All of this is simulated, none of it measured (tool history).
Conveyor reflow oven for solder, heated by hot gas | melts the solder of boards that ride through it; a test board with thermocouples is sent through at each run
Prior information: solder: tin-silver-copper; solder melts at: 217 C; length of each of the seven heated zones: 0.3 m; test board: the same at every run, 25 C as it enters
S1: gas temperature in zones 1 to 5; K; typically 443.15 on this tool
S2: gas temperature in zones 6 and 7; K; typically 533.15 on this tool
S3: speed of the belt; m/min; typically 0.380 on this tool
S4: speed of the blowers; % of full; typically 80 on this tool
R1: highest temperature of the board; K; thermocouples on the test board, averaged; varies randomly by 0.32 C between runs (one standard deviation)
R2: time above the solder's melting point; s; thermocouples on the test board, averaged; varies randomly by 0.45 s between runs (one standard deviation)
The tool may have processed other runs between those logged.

run   hour      S1      S2     S3  S4      R1    R2
  1    0.0  443.15  533.15  0.380  80  518.75  63.8
  2    6.8  443.15  533.15  0.380  80  519.25  63.4
  3   19.8  443.15  533.15  0.380  80  518.95  64.1
  4   31.7  443.15  533.15  0.380  80  518.95  63.6
  5   41.3  443.15  533.15  0.380  80  518.55  64.3
  6   48.0  443.15  533.15  0.380  80  518.35  63.2
  7   60.1  443.15  533.15  0.380  80  519.05  64.2
  8   69.8  443.15  548.15  0.380  80  532.15  74.9
  9   82.9  443.15  548.15  0.314  80  537.65  96.9
 10   90.8  449.15  533.15  0.380  80  519.95  66.2
 11  103.7  443.15  533.15  0.380  80  518.55  62.9
 12  114.2  443.15  541.15  0.412  78  522.55  61.6
     120.3  -- flux residue cleaned out of gas plates and filters
 13  127.0  443.15  541.15  0.412  78  522.55  60.5
 14  139.0  443.15  541.15  0.412  78  522.55  59.8
 15  151.8  453.15  531.15  0.337  65  519.95  78.2
     160.4  -- flux residue cleaned out of gas plates and filters, once more
 16  169.2  453.15  528.15  0.319  73  520.05  85.0
 17  182.0  455.15  533.15  0.394  80  520.25  68.4
 18  192.0  455.15  533.15  0.394  80  520.35  67.9
 19  202.3  455.15  533.15  0.394  80  520.35  67.7
 20  214.9  455.15  533.15  0.394  80  520.15  68.2
 21  228.9  443.15  524.15  0.380  72  510.55  52.4
 22  241.9  456.15  529.15  0.424  52  510.55  49.0

Each row is a separate what-if for the run after 22, all from the same tool condition, not one after another. Results?
  A  252.6  443.15  540.15  0.410  80   ?   ?
  B  252.6  439.15  529.15  0.424  52   ?   ?
  C  252.6  456.15  532.15  0.318  52   ?   ?
  D  252.6  435.15  533.15  0.380  72   ?   ?
  E  252.6  456.15  530.15  0.447  51   ?   ?

run      R1    R2
  A  522.95  62.1
  B  505.85  35.0
  C  521.35  87.2
  D  516.85  58.4
  E  509.05  43.7
Had the tool no hidden state, the same runs would have come out as:
run      R1    R2
  A  522.35  61.0
  B  505.25  33.7
  C  520.65  85.7
  D  516.15  57.2
  E  508.45  42.5

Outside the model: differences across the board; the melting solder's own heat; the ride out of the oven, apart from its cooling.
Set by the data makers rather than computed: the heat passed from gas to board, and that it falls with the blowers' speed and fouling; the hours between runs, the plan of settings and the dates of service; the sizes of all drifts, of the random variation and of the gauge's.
